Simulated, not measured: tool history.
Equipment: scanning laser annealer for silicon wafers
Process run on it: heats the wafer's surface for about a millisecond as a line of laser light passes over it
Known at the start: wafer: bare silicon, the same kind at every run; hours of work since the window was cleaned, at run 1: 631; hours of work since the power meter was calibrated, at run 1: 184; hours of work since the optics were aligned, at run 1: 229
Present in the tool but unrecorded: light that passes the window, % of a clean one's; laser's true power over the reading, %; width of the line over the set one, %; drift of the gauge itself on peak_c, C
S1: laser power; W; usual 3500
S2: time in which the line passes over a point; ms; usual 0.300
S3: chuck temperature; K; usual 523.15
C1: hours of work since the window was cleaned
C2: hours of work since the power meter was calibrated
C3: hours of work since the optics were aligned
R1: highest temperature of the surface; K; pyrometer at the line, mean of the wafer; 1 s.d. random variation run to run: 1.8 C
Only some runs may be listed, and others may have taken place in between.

Run 1, hour 0.0: usual settings; C1 631; C2 184; C3 229. Result: R1 1196.15 K.
At hour 21.2: window over the wafer cleaned.
Run 2, hour 26.3: usual settings; C1 4; C2 203; C3 248. Result: R1 1219.15 K.
Run 3, hour 40.2: usual settings but S1 3132 W; C1 14; C2 213; C3 258. Result: R1 1125.15 K.
Run 4, hour 65.3: usual settings; C1 33; C2 232; C3 277. Result: R1 1216.15 K.
Run 5, hour 84.6: usual settings; C1 48; C2 247; C3 292. Result: R1 1219.15 K.
Run 6, hour 102.1: usual settings; C1 61; C2 260; C3 305. Result: R1 1214.15 K.
Run 7, hour 117.0: usual settings; C1 72; C2 271; C3 316. Result: R1 1217.15 K.
Run 8, hour 150.0: usual settings; C1 97; C2 296; C3 341. Result: R1 1215.15 K.
Run 9, hour 168.7: usual settings; C1 111; C2 310; C3 355. Result: R1 1211.15 K.
Run 10, hour 201.3: usual settings but S2 0.278 ms; C1 136; C2 334; C3 379. Result: R1 1186.15 K.
Run 11, hour 230.1: usual settings but S2 0.278 ms; C1 157; C2 356; C3 401. Result: R1 1185.15 K.
Run 12, hour 244.3: usual settings; C1 168; C2 367; C3 412. Result: R1 1203.15 K.
Run 13, hour 275.1: usual settings; C1 191; C2 390; C3 435. Result: R1 1209.15 K.
Run 14, hour 301.1: usual settings but S3 530.15 K; C1 211; C2 410; C3 455. Result: R1 1212.15 K.
Run 15, hour 331.5: usual settings but S3 530.15 K; C1 234; C2 432; C3 477. Result: R1 1210.15 K.
Run 16, hour 365.1: usual settings but S1 3321 W; C1 259; C2 458; C3 503. Result: R1 1159.15 K.
Run 17, hour 393.1: usual settings but S1 3321 W, S3 529.15 K; C1 280; C2 479; C3 524. Result: R1 1169.15 K.
Run 18, hour 412.3: usual settings but S1 3321 W, S3 529.15 K; C1 294; C2 493; C3 538. Result: R1 1164.15 K.
Run 19, hour 433.0: usual settings but S2 0.328 ms; C1 310; C2 509; C3 554. Result: R1 1229.15 K.
Run 20, hour 452.4: usual settings but S2 0.328 ms; C1 325; C2 524; C3 569. Result: R1 1229.15 K.
Run 21, hour 471.3: usual settings; C1 339; C2 538; C3 583. Result: R1 1200.15 K.
Run 22, hour 496.3: usual settings but S1 3415 W, S2 0.304 ms, S3 509.15 K; C1 358; C2 557; C3 602. Result: R1 1167.15 K.
Run 23, hour 529.0: usual settings but S1 3807 W, S2 0.375 ms, S3 483.15 K; C1 382; C2 581; C3 626. Result: R1 1322.15 K.
Run 24, hour 549.4: usual settings but S1 3807 W, S2 0.375 ms, S3 483.15 K; C1 398; C2 597; C3 642. Result: R1 1318.15 K.
Run 25, hour 570.5: usual settings but S1 3220 W, S2 0.246 ms, S3 546.15 K; C1 414; C2 612; C3 657. Result: R1 1096.15 K.
Run 26, hour 601.7: usual settings but S1 3220 W, S2 0.246 ms, S3 546.15 K; C1 437; C2 636; C3 681. Result: R1 1090.15 K.
Run 27, hour 619.0: usual settings but S1 3220 W, S2 0.246 ms, S3 546.15 K; C1 450; C2 649; C3 694. Result: R1 1094.15 K.
Run 28, hour 635.7: usual settings but S1 3220 W, S2 0.246 ms, S3 546.15 K; C1 463; C2 661; C3 707. Result: R1 1089.15 K.
At hour 643.1: optics aligned, line set to its width.
Run 29, hour 654.6: usual settings but S1 3210 W, S3 532.15 K; C1 473; C2 672; C3 9. Result: R1 1127.15 K.
Run 30, hour 669.7: usual settings but S1 3210 W, S3 532.15 K; C1 484; C2 683; C3 20. Result: R1 1123.15 K.
Run 31, hour 701.4: usual settings but S1 3443 W, S2 0.231 ms, S3 484.15 K; C1 508; C2 707; C3 44. Result: R1 1052.15 K.
Run 32, hour 728.3: usual settings but S1 3443 W, S2 0.231 ms, S3 484.15 K; C1 529; C2 727; C3 64. Result: R1 1047.15 K.
Run 33, hour 744.9: usual settings but S1 3444 W, S2 0.360 ms, S3 559.15 K; C1 541; C2 740; C3 77. Result: R1 1265.15 K.
Run 34, hour 761.0: usual settings but S1 3444 W, S2 0.360 ms, S3 559.15 K; C1 553; C2 752; C3 89. Result: R1 1266.15 K.
Run 35, hour 780.7: usual settings but S1 3444 W, S2 0.360 ms, S3 559.15 K; C1 568; C2 767; C3 104. Result: R1 1265.15 K.

Run 36 is up next; what results do you expect?
Run 36, hour 803.2: usual settings but S1 3444 W, S2 0.360 ms, S3 559.15 K; C1 585; C2 784; C3 121. Result: R1 ?.

{"run 36": {"R1": 1265.15}}
Were there no unlogged condition in the tool, this run, its random variation unchanged, would have produced R1 1317.15 K.
